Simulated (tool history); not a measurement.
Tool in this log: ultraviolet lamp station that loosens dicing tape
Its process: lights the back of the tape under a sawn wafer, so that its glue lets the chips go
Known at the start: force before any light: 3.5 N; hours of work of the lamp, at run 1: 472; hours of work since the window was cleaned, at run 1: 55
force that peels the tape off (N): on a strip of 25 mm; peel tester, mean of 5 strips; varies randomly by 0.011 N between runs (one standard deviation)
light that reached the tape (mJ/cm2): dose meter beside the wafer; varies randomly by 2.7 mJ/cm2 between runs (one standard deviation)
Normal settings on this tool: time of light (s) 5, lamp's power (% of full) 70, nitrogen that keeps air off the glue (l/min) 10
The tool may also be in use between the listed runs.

| run | hour | time of light (s) | lamp's power (% of full) | nitrogen that keeps air off the glue (l/min) | hours of work of the lamp | hours of work since the window was cleaned | force that peels the tape off (N) | light that reached the tape (mJ/cm2) |
|---|---|---|---|---|---|---|---|---|
| 1 | 0.0 | 5 | 70 | 10 | 472 | 55 | 0.669 | 318 |
| 2 | 26.2 | 9 | 70 | 10 | 490 | 72 | 0.230 | 562 |
| 3 | 40.0 | 5 | 70 | 3 | 499 | 82 | 1.226 | 314 |
| 4 | 64.5 | 5 | 70 | 3 | 516 | 99 | 1.262 | 311 |
| 5 | 82.4 | 5 | 70 | 3 | 528 | 111 | 1.273 | 302 |
| 6 | 102.4 | 5 | 70 | 3 | 542 | 124 | 1.270 | 304 |
| 7 | 121.3 | 5 | 70 | 10 | 554 | 137 | 0.701 | 298 |
| 8 | 136.5 | 5 | 70 | 10 | 565 | 147 | 0.704 | 295 |
| 9 | 167.4 | 5 | 70 | 11 | 586 | 168 | 0.684 | 291 |
| 10 | 196.8 | 5 | 79 | 11 | 606 | 188 | 0.562 | 327 |
| 11 | 220.9 | 5 | 79 | 11 | 622 | 205 | 0.584 | 327 |
| 12 | 248.2 | 5 | 79 | 11 | 641 | 223 | 0.613 | 324 |
| 13 | 264.5 | 5 | 79 | 11 | 652 | 234 | 0.584 | 319 |
| 14 | 283.1 | 5 | 79 | 11 | 664 | 247 | 0.603 | 319 |
| 15 | 306.8 | 5 | 70 | 10 | 680 | 263 | 0.792 | 281 |
| 16 | 331.4 | 5 | 70 | 10 | 697 | 280 | 0.804 | 276 |
| 17 | 356.2 | 5 | 70 | 10 | 714 | 297 | 0.803 | 275 |
| 18 | 387.1 | 5 | 93 | 10 | 735 | 318 | 0.513 | 363 |
|  | 390.2 | window cleaned of glue's vapour |
| 19 | 412.2 | 3 | 70 | 13 | 752 | 15 | 1.390 | 157 |
| 20 | 444.1 | 4 | 70 | 15 | 773 | 37 | 0.977 | 200 |
| 21 | 464.1 | 5 | 65 | 7 | 787 | 50 | 1.131 | 231 |
| 22 | 481.6 | 8 | 68 | 10 | 799 | 62 | 0.470 | 383 |
| 23 | 497.6 | 3 | 70 | 10 | 810 | 73 | 1.537 | 148 |
| 24 | 514.9 | 9 | 70 | 10 | 821 | 85 | 0.353 | 442 |
|  | 518.0 | window cleaned of glue's vapour, once more |
| 25 | 529.5 | 2 | 70 | 17 | 831 | 8 | 1.756 | 113 |
| 26 | 553.4 | 7 | 100 | 4 | 847 | 24 | 0.500 | 551 |
| 27 | 568.8 | 5 | 77 | 8 | 858 | 35 | 0.785 | 295 |
| 28 | 599.9 | 4 | 70 | 12 | 879 | 56 | 0.978 | 211 |
| 29 | 631.6 | 3 | 65 | 10 | 900 | 77 | 1.524 | 146 |
| 30 | 644.5 | 2 | 70 | 10 | 909 | 86 | 2.044 | 105 |
| 31 | 667.5 | 2 | 70 | 10 | 925 | 102 | 2.022 | 106 |
| 32 | 691.2 | 2 | 70 | 10 | 941 | 118 | 2.004 | 105 |
| 33 | 718.6 | 5 | 63 | 10 | 959 | 136 | 0.992 | 229 |
| 34 | 732.6 | 5 | 63 | 10 | 969 | 146 | 0.999 | 232 |

Entry by entry between the runs, the difference in hidden state between the last listed run before and the first listed run after:
From run 18 to run 19: window cleaned of glue's vapour (hour 390.2)
  lamp's light, % of a new lamp's: 76.7 -> 76.2; light that the window lets through, % of a clean one's: 93.4 -> 89.1
  measured result minus the result with no hidden state, force that peels the tape off (N): +0.235 -> +0.478; light that reached the tape (mJ/cm2): -142 -> -72
From run 24 to run 25: window cleaned of glue's vapour, once more (hour 518.0)
  lamp's light, % of a new lamp's: 74.1 -> 73.8; light that the window lets through, % of a clean one's: 87.8 -> 99
  measured result minus the result with no hidden state, force that peels the tape off (N): +0.202 -> +0.408; light that reached the tape (mJ/cm2): -237 -> -41
